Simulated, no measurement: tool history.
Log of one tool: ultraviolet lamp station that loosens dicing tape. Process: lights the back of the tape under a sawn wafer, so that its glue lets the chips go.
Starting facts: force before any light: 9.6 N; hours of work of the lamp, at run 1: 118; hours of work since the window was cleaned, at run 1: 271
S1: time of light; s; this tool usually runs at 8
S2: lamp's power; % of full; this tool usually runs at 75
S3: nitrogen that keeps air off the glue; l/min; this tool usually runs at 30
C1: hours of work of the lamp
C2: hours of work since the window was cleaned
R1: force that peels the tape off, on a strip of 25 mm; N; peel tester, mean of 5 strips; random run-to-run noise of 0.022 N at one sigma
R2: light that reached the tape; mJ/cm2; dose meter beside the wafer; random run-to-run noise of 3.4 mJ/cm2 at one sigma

run	day	S1	S2	S3	C1	C2	R1	R2
1	0	8	75	30	118	271	1.239	513
2	0.392	8	75	48	122	275	1.021	510
3	0.762	8	75	48	127	280	1.033	519
4	1.246	8	75	30	132	285	1.2	513
5	1.596	8	75	30	136	289	1.289	509
6	2.121	8	75	30	143	295	1.224	507
7	2.488	8	77	30	147	300	1.177	523
8	2.888	8	77	30	151	304	1.138	520
9	3.2	11	75	30	155	308	0.668	704
# day 3.5: window cleaned of glue's vapour
10	3.762	11	75	30	161	3	0.574	729
11	4.138	4	75	30	166	7	3.189	266
12	4.554	4	75	30	171	12	3.203	267
13	4.95	4	75	30	175	17	3.273	267
14	5.246	4	75	30	179	20	3.161	267
15	5.638	7	75	30	183	25	1.466	455
16	5.962	8	75	30	187	29	1.16	524
17	6.462	8	75	30	193	35	1.154	527
18	6.879	8	72	30	198	39	1.219	515
19	7.112	8	75	30	200	42	1.135	524
20	7.538	8	75	30	205	47	1.192	530
21	7.925	8	75	30	210	52	1.18	528
22	8.162	8	75	30	213	54	1.16	523
23	8.512	14	88	27	217	58	0.315	1091
24	8.958	14	88	27	222	64	0.301	1068
25	9.2	5	64	58	225	66	2.585	278
26	9.733	9	91	56	231	73	0.493	709
27	10.096	8	79	30	235	77	1.067	547
28	10.4	4	61	11	239	80	4.965	214
29	10.879	4	61	36	244	86	3.733	211
30	11.129	4	62	41	247	89	3.821	215
31	11.533	4	62	41	252	94	3.66	216
32	11.867	4	62	41	256	97	3.772	213
33	12.346	4	62	41	261	103	3.693	213
34	12.875	16	75	13	268	109	0.464	1032
35	13.371	16	75	13	273	115	0.49	1031
36	13.612	16	75	13	276	118	0.472	1020
37	13.975	8	75	51	280	122	0.994	517
38	14.229	5	93	21	283	125	2.144	397
39	14.55	11	66	57	287	129	0.632	626
40	14.85	5	65	16	291	132	3.637	283
41	15.138	5	65	16	294	136	3.79	279
42	15.55	4	67	31	299	140	3.569	233
43	15.871	4	67	31	302	144	3.722	229
44	16.308	5	67	30	308	149	2.84	289

How the hidden state differs across the entries between the runs, from the last listed run before each to the first after it:
Run 9 -> run 10: window cleaned of glue's vapour (day 3.5)
  light that the window lets through, % of a clean one's: 95.6 -> 100
  the result without the hidden state subtracted from the measured one, R1: +0.094 -> +0.037 N; R2: -54 -> -23 mJ/cm2
